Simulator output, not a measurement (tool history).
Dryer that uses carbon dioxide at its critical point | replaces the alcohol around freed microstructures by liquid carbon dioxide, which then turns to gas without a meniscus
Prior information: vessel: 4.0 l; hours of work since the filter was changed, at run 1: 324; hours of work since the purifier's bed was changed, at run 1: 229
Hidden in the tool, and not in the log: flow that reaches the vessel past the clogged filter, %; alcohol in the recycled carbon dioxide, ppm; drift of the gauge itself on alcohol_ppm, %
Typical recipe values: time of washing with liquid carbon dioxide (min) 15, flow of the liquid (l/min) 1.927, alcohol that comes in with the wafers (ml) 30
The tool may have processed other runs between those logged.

run,hour,time of washing with liquid carbon dioxide (min),flow of the liquid (l/min),alcohol that comes in with the wafers (ml),hours of work since the filter was changed,hours of work since the purifier's bed was changed,alcohol left in the vessel before it's heated (ppm by volume)
1,0,15,1.927,30,324,229,41
2,8.2,15,1.927,30,328,232,39
3,17.8,15,1.927,30,332,236,41
4,31.2,15,1.927,30,337,242,37
5,47.6,15,1.927,66,344,249,65
6,58.1,10,1.927,30,349,253,152
7,72,15,1.927,30,354,259,39
8,83.2,15,1.927,30,359,263,47
9,95.6,15,2.19,30,364,269,39
10,109.3,15,2.21,30,370,274,37
11,121.9,15,1.927,30,375,280,42
12,134.7,17,1.927,30,381,285,36
13,146,13,1.927,30,385,290,67
14,158.1,11,1.927,30,390,295,115
15,166.8,12,1.8,96,394,298,291
16,173.6,16,1.2,22,397,301,134
17,184,15,1.26,62,401,306,344
18,199.1,24,1.38,62,408,312,45
19,212.5,12,1.19,32,413,317,459
20,219.5,15,1.927,57,416,320,66
21,228.6,14,1.927,53,420,324,82
22,243.9,11,3.22,34,426,331,39
23,257.1,16,1.927,39,432,336,51

What does the tool deliver on the next run?
24,273,14,1.18,38,438,343,?

Run 24 came out at alcohol left in the vessel before it's heated (ppm by volume) 356.
Minus the tool's unlogged condition, the same run would have read alcohol left in the vessel before it's heated (ppm by volume) 221.
